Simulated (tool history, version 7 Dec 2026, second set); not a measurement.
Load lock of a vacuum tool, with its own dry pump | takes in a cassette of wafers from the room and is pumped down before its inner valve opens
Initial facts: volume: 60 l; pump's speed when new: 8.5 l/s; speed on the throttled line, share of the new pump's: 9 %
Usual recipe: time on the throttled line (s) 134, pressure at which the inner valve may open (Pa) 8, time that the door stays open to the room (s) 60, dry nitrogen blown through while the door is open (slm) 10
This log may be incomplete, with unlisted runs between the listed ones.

run     hour  time on the throttled line (s)  pressure at which the inner valve may open (Pa)  time that the door stays open to the room (s)  dry nitrogen blown through while the door is open (slm)  incoming humidity of the room's air, %  time from the closed door until the inner valve may open (s)  rise of the pressure with all valves shut (Pa/min)
  1        0                             134                                                8                                             60                                                       10                                    41.7                                                         198.4                                               0.041
  2    480.6                             134                                                8                                             60                                                       10                                    43.8                                                         198.9                                               0.041
  3    997.7                             134                                                8                                             60                                                       10                                    42.3                                                         198.7                                               0.046
  4   1355.5                             134                                                8                                             60                                                       10                                    46.3                                                         200.4                                               0.051
      1403.9  -- dry pump taken out, an overhauled one fitted
  5   1807.4                             180                                                8                                             60                                                       10                                    46.5                                                         230.5                                               0.055
  6   2371.4                             180                                                8                                             60                                                       10                                    46.6                                                         230.8                                               0.058
  7   2825.3                             180                                                8                                             60                                                       10                                    45.4                                                         231.2                                               0.054
  8   3418.8                             180                                                8                                             60                                                       10                                    46.6                                                         231.6                                               0.057
  9   3912.5                             180                                                8                                             60                                                       10                                    45.1                                                         231.7                                               0.074
 10   4479.8                             134                                                8                                            153                                                       10                                    44.4                                                         191.8                                               0.083
 11   5101.6                             134                                                8                                            153                                                       10                                    45.7                                                         192.4                                               0.082
 12   5805.5                             134                                                8                                             26                                                       10                                    44.8                                                         191.8                                               0.075
 13   6338.6                             134                                                8                                             60                                                       10                                    44.1                                                         193.2                                               0.084
 14   6765.2                             134                                                8                                             60                                                       10                                    47.8                                                         193.7                                               0.093
 15   7446.7                             134                                                8                                             60                                                       10                                    45.1                                                           194                                               0.087
 16   8149.8                             134                                                8                                             60                                                       10                                    43.5                                                         194.3                                               0.093
 17   8758.2                             134                                                8                                             60                                                        8                                    43.8                                                         195.1                                               0.106
 18   9383.7                             134                                                8                                             60                                                        8                                    41.9                                                         195.1                                               0.105
 19   9878.8                             134                                                8                                             60                                                        8                                    44.5                                                           196                                               0.113
 20  10217.2                             117                                               13                                            147                                                        8                                    47.2                                                         176.8                                               0.116
 21    10813                             117                                               13                                            147                                                        8                                    47.2                                                         177.9                                               0.136
 22  11312.8                             127                                               14                                             90                                                       10                                    49.2                                                         186.7                                               0.133
 23  11633.8                              70                                               12                                            120                                                       11                                    44.3                                                         137.4                                               0.132
 24  12040.4                              70                                               12                                            120                                                       11                                    48.7                                                         137.8                                               0.137
 25  12754.7                              70                                               12                                             78                                                       11                                    43.2                                                         138.6                                               0.134
 26  13305.9                             189                                               13                                             38                                                        4                                    45.8                                                         244.2                                                0.14
     13481.6  -- dry pump taken out, an overhauled one fitted
 27  13929.1                             215                                               10                                             31                                                       26                                    45.2                                                         260.7                                               0.138
 28  14243.2                             134                                                6                                             29                                                       20                                    42.8                                                         192.5                                               0.145
 29  14723.2                             134                                                8                                            199                                                       10                                    45.6                                                         190.1                                               0.172
 30  15084.7                             134                                                6                                            199                                                       18                                    44.9                                                         191.9                                               0.169
 31  15658.8                              72                                                8                                             60                                                       14                                    45.4                                                         133.9                                                0.17
 32  16057.4                             117                                               12                                             95                                                       19                                      47                                                         172.2                                               0.171
 33  16622.9                             117                                               12                                             95                                                       19                                    45.1                                                         172.9                                               0.178
 34  16950.8                             117                                               12                                             95                                                       19                                    44.6                                                         172.3                                               0.188
 35  17275.6                              98                                                8                                            100                                                       19                                    45.7                                                         159.7                                               0.185
 36  17778.3                              98                                                8                                            100                                                       19                                    44.4                                                         159.4                                               0.188
 37  18246.8                             190                                                7                                            100                                                       19                                    46.3                                                         244.6                                               0.198

What if the next run were any one of these 4? Each begins from the tool's condition after run 37:
  A  18703.6                             121                                                8                                             40                                                       28                                    46.5                                                             ?                                                   ?
  B  18703.6                             134                                                8                                             89                                                       10                                    44.4                                                             ?                                                   ?
  C  18703.6                             190                                                6                                             67                                                        5                                    42.9                                                             ?                                                   ?
  D  18703.6                             190                                                7                                            199                                                       19                                    46.7                                                             ?                                                   ?

run  time from the closed door until the inner valve may open (s)  rise of the pressure with all valves shut (Pa/min)
  A                                                         182.5                                               0.196
  B                                                         193.4                                                 0.2
  C                                                         246.6                                               0.204
  D                                                         244.8                                                0.21
What these runs would have given with no unlogged condition in the tool:
run  time from the closed door until the inner valve may open (s)  rise of the pressure with all valves shut (Pa/min)
  A                                                         178.3                                               0.011
  B                                                         189.4                                               0.021
  C                                                         242.7                                               0.026
  D                                                         241.2                                               0.028

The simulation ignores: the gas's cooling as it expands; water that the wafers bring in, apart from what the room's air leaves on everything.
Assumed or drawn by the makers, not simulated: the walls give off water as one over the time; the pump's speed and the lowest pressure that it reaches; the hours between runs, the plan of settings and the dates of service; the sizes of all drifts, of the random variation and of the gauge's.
